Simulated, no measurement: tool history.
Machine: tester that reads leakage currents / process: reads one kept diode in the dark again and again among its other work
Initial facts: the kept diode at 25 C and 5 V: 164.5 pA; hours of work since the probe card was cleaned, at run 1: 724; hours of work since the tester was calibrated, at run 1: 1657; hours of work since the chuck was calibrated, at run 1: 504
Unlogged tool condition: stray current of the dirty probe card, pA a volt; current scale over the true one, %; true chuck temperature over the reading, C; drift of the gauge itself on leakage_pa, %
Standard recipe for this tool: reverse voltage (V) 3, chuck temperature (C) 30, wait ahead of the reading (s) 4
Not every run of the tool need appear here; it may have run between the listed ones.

run	hour	reverse voltage (V)	chuck temperature (C)	wait ahead of the reading (s)	hours of work since the probe card was cleaned	hours of work since the tester was calibrated	hours of work since the chuck was calibrated	current that the tester gives (pA)
1	0	3	30	4	724	1657	504	203.79
2	58.8	3	30	4	753	1686	533	204.61
3	160.3	15.89	30	4	804	1736	583	356.7
4	201.2	3	41	4	824	1757	603	457.14
5	249.2	3	41	2.66	848	1780	627	461.68
6	345	3	41	2.66	895	1828	674	459.74
7	388.9	3	30	0.62	917	1849	696	205.25
# hour 426.2: chuck's temperature calibrated
8	453.1	3	30	4	948	1880	13	205
9	507	3	30	4	974	1907	40	204.57
10	581.9	3	30	4	1011	1944	77	205.04
11	680.8	3	30	4	1060	1993	126	204.63
12	779	3	30	4	1109	2041	175	204.37
13	844.9	3	30	4	1141	2074	207	203.99
14	889.4	3.84	24	1.85	1163	2096	229	139.22
15	948.6	2.2	30	1.45	1193	2125	258	184.76
16	1006.3	2.2	30	1.45	1221	2154	287	183.81
17	1092.1	5.48	20	0.34	1264	2196	329	117.75
18	1168.4	8.14	55	1.32	1301	2234	367	1668.86
19	1211	8.14	55	1.32	1322	2255	388	1674.02
20	1254.6	8.14	38	8.57	1344	2277	410	516.79
21	1329.6	4.51	38	3.45	1381	2314	447	425.95
22	1421.5	2.46	53	4	1427	2359	492	977.95
23	1484.4	4.4	58	4	1458	2391	524	1645.68
24	1557.2	3	44	4	1494	2427	560	565.04
25	1601.2	18.07	30	6.86	1516	2448	581	370.61

Some steps in current that the tester gives (pA) between neighbouring runs. How much of each would the tool show without its hidden state too (settings, what came in, random variation), and how much is left for the hidden state, with any gauge scatter that isn't in both results?
Run 17 -> 18: reverse voltage (V) 5.48 -> 8.14, chuck temperature (C) 20 -> 55, wait ahead of the reading (s) 0.34 -> 1.32. current that the tester gives (pA) +1551.11: hidden state -2.74, all else +1553.85.
Run 19 -> 20: chuck temperature (C) 55 -> 38, wait ahead of the reading (s) 1.32 -> 8.57. current that the tester gives (pA) -1157.23: hidden state +2.06, all else -1159.29.
Run 23 -> 24: reverse voltage (V) 4.4 -> 3, chuck temperature (C) 58 -> 44. current that the tester gives (pA) -1080.64: hidden state +2.25, all else -1082.89.

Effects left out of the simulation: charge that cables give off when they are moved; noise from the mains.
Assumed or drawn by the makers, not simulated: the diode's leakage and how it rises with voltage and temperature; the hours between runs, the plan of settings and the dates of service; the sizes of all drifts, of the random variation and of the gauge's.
